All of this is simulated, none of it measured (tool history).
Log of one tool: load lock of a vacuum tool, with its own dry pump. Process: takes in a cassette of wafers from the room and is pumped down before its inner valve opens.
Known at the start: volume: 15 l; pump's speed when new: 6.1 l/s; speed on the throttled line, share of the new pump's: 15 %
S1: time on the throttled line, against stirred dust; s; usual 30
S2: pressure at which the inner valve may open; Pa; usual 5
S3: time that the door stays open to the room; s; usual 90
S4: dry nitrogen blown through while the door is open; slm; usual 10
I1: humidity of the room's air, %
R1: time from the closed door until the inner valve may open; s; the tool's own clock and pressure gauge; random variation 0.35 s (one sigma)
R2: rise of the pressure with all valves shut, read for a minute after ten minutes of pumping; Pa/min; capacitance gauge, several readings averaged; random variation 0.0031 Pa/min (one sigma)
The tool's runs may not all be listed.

run 1 hour=0 | S1=30 S2=5 S3=90 S4=10 | I1=44.3 | R1=51.8 R2=0.11
run 2 hour=74.5 | S1=30 S2=5 S3=90 S4=10 | I1=46.4 | R1=51.4 R2=0.114
run 3 hour=213.8 | S1=30 S2=5 S3=90 S4=10 | I1=45.3 | R1=51.2 R2=0.117
run 4 hour=341.8 | S1=30 S2=5 S3=51 S4=10 | I1=47.2 | R1=52.2 R2=0.098
run 5 hour=476 | S1=30 S2=5 S3=51 S4=10 | I1=44.8 | R1=52 R2=0.098
run 6 hour=552.6 | S1=30 S2=5 S3=51 S4=10 | I1=43.5 | R1=51.5 R2=0.094
run 7 hour=629.4 | S1=58 S2=5 S3=90 S4=10 | I1=41.8 | R1=75.9 R2=0.102
run 8 hour=714.3 | S1=58 S2=5 S3=90 S4=10 | I1=48.2 | R1=75.2 R2=0.12
run 9 hour=799 | S1=30 S2=5 S3=90 S4=10 | I1=44.7 | R1=51.8 R2=0.122
run 10 hour=946.6 | S1=30 S2=5 S3=90 S4=10 | I1=43.2 | R1=52.1 R2=0.11
run 11 hour=1038.7 | S1=30 S2=5 S3=90 S4=10 | I1=44.1 | R1=51.8 R2=0.115
run 12 hour=1117.8 | S1=30 S2=5 S3=90 S4=10 | I1=47.3 | R1=52.2 R2=0.115
run 13 hour=1191.4 | S1=30 S2=5 S3=90 S4=10 | I1=42.4 | R1=52.8 R2=0.113
run 14 hour=1317.4 | S1=30 S2=5 S3=90 S4=10 | I1=45.6 | R1=52.7 R2=0.117
run 15 hour=1434 | S1=30 S2=5 S3=90 S4=10 | I1=43.2 | R1=52.2 R2=0.111
run 16 hour=1545.7 | S1=30 S2=5 S3=90 S4=10 | I1=47.2 | R1=53.5 R2=0.127
run 17 hour=1709.7 | S1=30 S2=5 S3=90 S4=10 | I1=47.9 | R1=52.1 R2=0.125
run 18 hour=1816.3 | S1=30 S2=5 S3=90 S4=10 | I1=43.1 | R1=52.7 R2=0.114
run 19 hour=1966.8 | S1=30 S2=5 S3=90 S4=10 | I1=45.7 | R1=52.3 R2=0.128
run 20 hour=2052.9 | S1=30 S2=10 S3=90 S4=13 | I1=43.7 | R1=50.6 R2=0.114
run 21 hour=2122.6 | S1=18 S2=10 S3=92 S4=4 | I1=42.5 | R1=40.2 R2=0.134
run 22 hour=2232.1 | S1=45 S2=5 S3=78 S4=6 | I1=47.1 | R1=65.2 R2=0.127
run 23 hour=2322.8 | S1=45 S2=5 S3=78 S4=6 | I1=44.9 | R1=65.5 R2=0.125
run 24 hour=2433.9 | S1=30 S2=6 S3=90 S4=24 | I1=48.7 | R1=52 R2=0.119
run 25 hour=2548 | S1=17 S2=7 S3=90 S4=12 | I1=45.1 | R1=40.9 R2=0.125
run 26 hour=2633.6 | S1=20 S2=9 S3=97 S4=29 | I1=44.4 | R1=42.6 R2=0.104
run 27 hour=2784.3 | S1=17 S2=6 S3=170 S4=12 | I1=40.9 | R1=41.6 R2=0.141
run 28 hour=2870 | S1=30 S2=5 S3=30 S4=10 | I1=44.3 | R1=52.5 R2=0.099
run 29 hour=2983.6 | S1=25 S2=5 S3=90 S4=10 | I1=45.3 | R1=48.8 R2=0.128
run 30 hour=3123.8 | S1=25 S2=5 S3=90 S4=10 | I1=40.7 | R1=49.1 R2=0.128
run 31 hour=3238.5 | S1=25 S2=5 S3=90 S4=10 | I1=45.9 | R1=49 R2=0.132
run 32 hour=3362 | S1=25 S2=5 S3=181 S4=10 | I1=48.4 | R1=48.7 R2=0.165
run 33 hour=3478.4 | S1=36 S2=9 S3=59 S4=7 | I1=45 | R1=56.6 R2=0.129
run 34 hour=3609.1 | S1=36 S2=6 S3=156 S4=10 | I1=46.9 | R1=57.3 R2=0.162
run 35 hour=3759.9 | S1=36 S2=6 S3=156 S4=10 | I1=43.3 | R1=57.9 R2=0.155
run 36 hour=3833.8 | S1=30 S2=4 S3=182 S4=10 | I1=45.5 | R1=53.9 R2=0.159
run 37 hour=3999.8 | S1=55 S2=6 S3=27 S4=7 | I1=49.6 | R1=73.3 R2=0.112

Hidden state or all else? Some run-to-run changes of R1, split into what the settings, what came in and random variation would give without the hidden state, and what is left for the hidden state (with any gauge scatter that isn't in both results):
The hidden state here: pump's speed, % of a new pump's; leak at the door's seal, Pa l/s; drift of the gauge itself on ready_s, %; drift of the gauge itself on rise_pa_min, %.
Run 6 -> 7: S1 30 -> 58, S3 51 -> 90. R1 +24.4 s: hidden state -0.3, all else +24.7.
Run 8 -> 9: S1 58 -> 30. R1 -23.4 s: hidden state +0.4, all else -23.8.
Run 21 -> 22: S1 18 -> 45, S2 10 -> 5, S3 92 -> 78, S4 4 -> 6. R1 +25 s: hidden state -0.2, all else +25.2.
Run 32 -> 33: S1 25 -> 36, S2 5 -> 9, S3 181 -> 59, S4 10 -> 7. R1 +7.9 s: hidden state -0.4, all else +8.3.
Run 36 -> 37: S1 30 -> 55, S2 4 -> 6, S3 182 -> 27, S4 10 -> 7. R1 +19.4 s: hidden state -0.7, all else +20.1.
